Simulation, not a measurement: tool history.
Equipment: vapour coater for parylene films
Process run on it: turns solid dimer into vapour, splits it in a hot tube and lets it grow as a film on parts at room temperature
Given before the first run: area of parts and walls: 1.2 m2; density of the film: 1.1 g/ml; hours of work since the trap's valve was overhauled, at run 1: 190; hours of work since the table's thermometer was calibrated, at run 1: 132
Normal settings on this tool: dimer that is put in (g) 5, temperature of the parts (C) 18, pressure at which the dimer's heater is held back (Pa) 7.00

run,hour,dimer that is put in (g),temperature of the parts (C),pressure at which the dimer's heater is held back (Pa),hours of work since the trap's valve was overhauled,hours of work since the table's thermometer was calibrated,thickness of the film (nm)
1,0.0,5,18,7.00,190,132,2040
2,14.4,5,18,7.00,202,143,2030
3,28.6,5,18,8.09,213,154,1980
4,37.9,5,18,7.00,220,161,2010
# hour 44.7: trap's valve overhauled
5,57.9,5,18,7.00,10,174,2270
6,73.2,8,18,7.00,22,186,3580
7,84.2,5,18,7.00,31,194,2230
8,100.6,5,18,7.00,43,207,2230
9,116.0,5,18,3.39,55,219,2370
10,124.2,5,18,7.00,62,225,2230
11,134.8,7,18,7.00,70,233,3040
12,151.6,7,16,7.00,83,247,3350
13,169.2,3,18,7.00,97,260,1300
14,185.2,5,18,8.66,109,273,2030
15,202.1,5,18,6.11,122,286,2120
16,212.0,5,18,6.11,130,293,2130
17,223.5,5,18,6.11,139,302,2120
18,240.4,5,18,6.57,152,316,2070
19,250.7,7,17,4.51,160,324,3120
20,262.5,5,13,3.88,169,333,2630
21,275.9,3,21,3.88,180,343,1180
22,289.5,2,12,8.35,190,354,980
23,303.0,3,18,4.64,201,364,1220
24,319.2,3,18,4.64,213,377,1190
# hour 334.3: trap's valve overhauled
25,343.1,3,18,7.00,7,392,1380
26,361.3,8,18,11.21,21,406,3390
27,376.3,9,10,2.79,33,418,6140
28,394.5,4,29,7.77,47,432,1140
29,409.4,5,29,2.73,58,444,1590
30,428.0,3,25,6.98,73,458,950
31,437.4,8,18,7.18,80,466,3460
32,457.5,6,18,11.71,96,481,2390
33,470.2,5,13,7.00,106,491,2520

Selected run-to-run steps in thickness of the film (nm), each split into two signed amounts: the part the tool would show with no hidden state at all (from settings, incoming material and random variation), and the remainder, which goes to the hidden state together with any gauge scatter not common to the measured and the hidden-state-free results:
Hidden state present: vapour lost through the trap's worn valve, %; true temperature of the parts over the reading, C; drift of the gauge itself on film_um, %.
Run 4 -> 5: trap's valve overhauled. thickness of the film (nm) +260: hidden state +280, all else -20.
Run 26 -> 27: dimer that is put in (g) 8 -> 9, temperature of the parts (C) 18 -> 10, pressure at which the dimer's heater is held back (Pa) 11.21 -> 2.79. thickness of the film (nm) +2750: hidden state -180, all else +2930.
Run 27 -> 28: dimer that is put in (g) 9 -> 4, temperature of the parts (C) 10 -> 29, pressure at which the dimer's heater is held back (Pa) 2.79 -> 7.77. thickness of the film (nm) -5000: hidden state +250, all else -5250.
Run 30 -> 31: dimer that is put in (g) 3 -> 8, temperature of the parts (C) 25 -> 18, pressure at which the dimer's heater is held back (Pa) 6.98 -> 7.18. thickness of the film (nm) +2510: hidden state -220, all else +2730.
